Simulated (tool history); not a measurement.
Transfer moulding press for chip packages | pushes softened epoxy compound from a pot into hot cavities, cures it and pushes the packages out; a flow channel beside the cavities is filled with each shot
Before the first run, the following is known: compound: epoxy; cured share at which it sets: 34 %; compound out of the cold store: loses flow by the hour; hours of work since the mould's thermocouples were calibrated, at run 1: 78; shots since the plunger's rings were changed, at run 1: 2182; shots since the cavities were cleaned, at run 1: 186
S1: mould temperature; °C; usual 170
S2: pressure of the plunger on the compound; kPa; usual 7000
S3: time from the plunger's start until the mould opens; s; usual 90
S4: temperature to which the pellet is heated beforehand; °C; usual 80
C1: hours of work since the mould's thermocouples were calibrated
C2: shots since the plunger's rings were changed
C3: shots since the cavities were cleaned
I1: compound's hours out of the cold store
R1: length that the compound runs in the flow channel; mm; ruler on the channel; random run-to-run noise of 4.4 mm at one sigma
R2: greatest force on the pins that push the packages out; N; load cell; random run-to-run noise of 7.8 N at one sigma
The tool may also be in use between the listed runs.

{"run": 1, "hour": 0.0, "S1": 170, "S2": 7000, "S3": 90, "S4": 80, "C1": 78, "C2": 2182, "C3": 186, "I1": 45.8, "R1": 708, "R2": 416}
{"run": 2, "hour": 7.5, "S1": 170, "S2": 7000, "S3": 90, "S4": 80, "C1": 83, "C2": 2261, "C3": 265, "I1": 32.8, "R1": 751, "R2": 433}
{"run": 3, "hour": 15.4, "S1": 170, "S2": 7000, "S3": 90, "S4": 80, "C1": 87, "C2": 2344, "C3": 348, "I1": 12.0, "R1": 837, "R2": 461}
{"run": 4, "hour": 23.4, "S1": 170, "S2": 7000, "S3": 90, "S4": 80, "C1": 92, "C2": 2428, "C3": 432, "I1": 44.8, "R1": 707, "R2": 469}
{"run": 5, "hour": 29.7, "S1": 170, "S2": 7000, "S3": 90, "S4": 80, "C1": 96, "C2": 2494, "C3": 498, "I1": 37.6, "R1": 735, "R2": 494}
{"hour": 34.6, "done": "plunger's sealing rings changed"}
{"run": 6, "hour": 37.7, "S1": 164, "S2": 7000, "S3": 90, "S4": 80, "C1": 99, "C2": 33, "C3": 556, "I1": 32.6, "R1": 805, "R2": 693}
{"run": 7, "hour": 45.6, "S1": 170, "S2": 7000, "S3": 90, "S4": 80, "C1": 103, "C2": 116, "C3": 639, "I1": 31.1, "R1": 797, "R2": 515}
{"run": 8, "hour": 52.1, "S1": 170, "S2": 7000, "S3": 90, "S4": 80, "C1": 107, "C2": 184, "C3": 707, "I1": 22.9, "R1": 836, "R2": 531}
{"run": 9, "hour": 56.8, "S1": 170, "S2": 5540, "S3": 90, "S4": 80, "C1": 110, "C2": 234, "C3": 757, "I1": 21.1, "R1": 745, "R2": 555}
{"run": 10, "hour": 63.1, "S1": 171, "S2": 5540, "S3": 90, "S4": 80, "C1": 114, "C2": 300, "C3": 823, "I1": 13.2, "R1": 780, "R2": 551}
{"run": 11, "hour": 68.2, "S1": 171, "S2": 5290, "S3": 90, "S4": 80, "C1": 116, "C2": 354, "C3": 877, "I1": 42.0, "R1": 647, "R2": 505}
{"run": 12, "hour": 73.7, "S1": 171, "S2": 5290, "S3": 90, "S4": 80, "C1": 120, "C2": 411, "C3": 934, "I1": 36.2, "R1": 674, "R2": 539}
{"hour": 79.3, "done": "cavities cleaned with cleaning compound and waxed"}
{"run": 13, "hour": 84.2, "S1": 171, "S2": 5290, "S3": 90, "S4": 80, "C1": 125, "C2": 505, "C3": 51, "I1": 18.5, "R1": 730, "R2": 329}
{"run": 14, "hour": 89.5, "S1": 171, "S2": 5290, "S3": 90, "S4": 80, "C1": 128, "C2": 561, "C3": 107, "I1": 44.7, "R1": 634, "R2": 361}
{"run": 15, "hour": 97.9, "S1": 171, "S2": 5290, "S3": 90, "S4": 80, "C1": 133, "C2": 649, "C3": 195, "I1": 15.4, "R1": 746, "R2": 391}
{"run": 16, "hour": 105.6, "S1": 171, "S2": 5290, "S3": 90, "S4": 80, "C1": 137, "C2": 730, "C3": 276, "I1": 26.6, "R1": 692, "R2": 407}
{"run": 17, "hour": 113.8, "S1": 170, "S2": 6830, "S3": 73, "S4": 78, "C1": 142, "C2": 817, "C3": 363, "I1": 42.2, "R1": 728, "R2": 655}
{"run": 18, "hour": 118.0, "S1": 170, "S2": 6830, "S3": 73, "S4": 78, "C1": 144, "C2": 861, "C3": 407, "I1": 36.9, "R1": 753, "R2": 692}
{"run": 19, "hour": 126.7, "S1": 170, "S2": 6830, "S3": 73, "S4": 78, "C1": 149, "C2": 951, "C3": 497, "I1": 19.1, "R1": 827, "R2": 760}
{"run": 20, "hour": 131.7, "S1": 164, "S2": 8260, "S3": 106, "S4": 87, "C1": 152, "C2": 1004, "C3": 550, "I1": 29.0, "R1": 868, "R2": 499}
{"run": 21, "hour": 138.5, "S1": 164, "S2": 8260, "S3": 106, "S4": 87, "C1": 156, "C2": 1076, "C3": 622, "I1": 24.2, "R1": 897, "R2": 540}
{"run": 22, "hour": 146.4, "S1": 175, "S2": 7000, "S3": 90, "S4": 80, "C1": 161, "C2": 1159, "C3": 705, "I1": 11.9, "R1": 853, "R2": 481}
{"run": 23, "hour": 155.1, "S1": 175, "S2": 7120, "S3": 113, "S4": 78, "C1": 166, "C2": 1250, "C3": 796, "I1": 42.6, "R1": 729, "R2": 465}
{"run": 24, "hour": 159.7, "S1": 170, "S2": 7000, "S3": 90, "S4": 88, "C1": 168, "C2": 1298, "C3": 844, "I1": 35.4, "R1": 762, "R2": 524}
{"run": 25, "hour": 166.6, "S1": 170, "S2": 6280, "S3": 90, "S4": 82, "C1": 172, "C2": 1371, "C3": 917, "I1": 34.7, "R1": 719, "R2": 543}
{"hour": 174.0, "done": "cavities cleaned with cleaning compound and waxed"}
{"run": 26, "hour": 176.0, "S1": 163, "S2": 8280, "S3": 97, "S4": 89, "C1": 177, "C2": 1454, "C3": 22, "I1": 24.0, "R1": 889, "R2": 412}

What will run 27 give?
{"run": 27, "hour": 180.6, "S1": 163, "S2": 8280, "S3": 97, "S4": 89, "C1": 180, "C2": 1502, "C3": 70, "I1": 44.9, "R1": "?", "R2": "?"}

{"run 27": {"R1": 795, "R2": 412}}
On a tool with no hidden condition, and with the same random variation, this run would have come out at R1 823 mm, R2 385 N.

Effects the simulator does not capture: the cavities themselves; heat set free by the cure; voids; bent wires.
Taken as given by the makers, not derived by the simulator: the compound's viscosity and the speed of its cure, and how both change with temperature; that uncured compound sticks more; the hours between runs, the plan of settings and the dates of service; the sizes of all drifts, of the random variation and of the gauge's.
